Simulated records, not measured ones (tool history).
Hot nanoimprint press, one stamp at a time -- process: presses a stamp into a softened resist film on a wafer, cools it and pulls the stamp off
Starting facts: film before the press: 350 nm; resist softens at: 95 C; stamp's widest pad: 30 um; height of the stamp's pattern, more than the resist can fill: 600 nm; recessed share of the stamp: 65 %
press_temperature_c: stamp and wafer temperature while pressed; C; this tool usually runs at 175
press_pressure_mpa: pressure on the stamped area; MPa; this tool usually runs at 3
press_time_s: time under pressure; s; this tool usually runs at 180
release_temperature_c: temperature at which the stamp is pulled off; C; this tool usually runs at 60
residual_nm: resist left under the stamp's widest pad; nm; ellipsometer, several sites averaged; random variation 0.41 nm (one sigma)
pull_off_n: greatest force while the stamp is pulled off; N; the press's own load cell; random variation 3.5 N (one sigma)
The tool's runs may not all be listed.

run   hour  press_temperature_c  press_pressure_mpa  press_time_s  release_temperature_c  residual_nm  pull_off_n
  1      0                  175                   3           180                     60        130.2         213
  2     21                  175                   3           180                     60        129.6         211
  3   33.4                  175                   3           180                     60        128.7         219
  4   43.2                  175                   3           180                     60        130.4         220
  5   55.8                  175                   3           180                     60        129.6         219
  6   73.1                  175                   3           180                     60        129.9         216
  7   84.2                  175                   3           180                     60        129.9         214
  8   97.2                  175                   3           180                     60        129.6         220
  9  110.5                  175                   3           180                     60        128.7         227
 10  124.4                  175                2.43           180                     60        145.3         220
 11  133.5                  175                2.43           180                     60        145.7         214
 12  153.5                  175                2.43           180                     60        146.3         220

Consider 3 possible next runs. They are alternatives, not a sequence: every one starts from the tool as it was left by run 12. What does each give?
  A  162.8                  175                   3           180                     46            ?           ?
  B  162.8                  178                   3           180                     60            ?           ?
  C  162.8                  175                2.71           180                     60            ?           ?

run  residual_nm  pull_off_n
  A        129.6         256
  B        118.8         212
  C        136.7         216
Had the tool no hidden state, the same runs would have come out as:
run  residual_nm  pull_off_n
  A          130         255
  B        119.2         211
  C        137.1         214

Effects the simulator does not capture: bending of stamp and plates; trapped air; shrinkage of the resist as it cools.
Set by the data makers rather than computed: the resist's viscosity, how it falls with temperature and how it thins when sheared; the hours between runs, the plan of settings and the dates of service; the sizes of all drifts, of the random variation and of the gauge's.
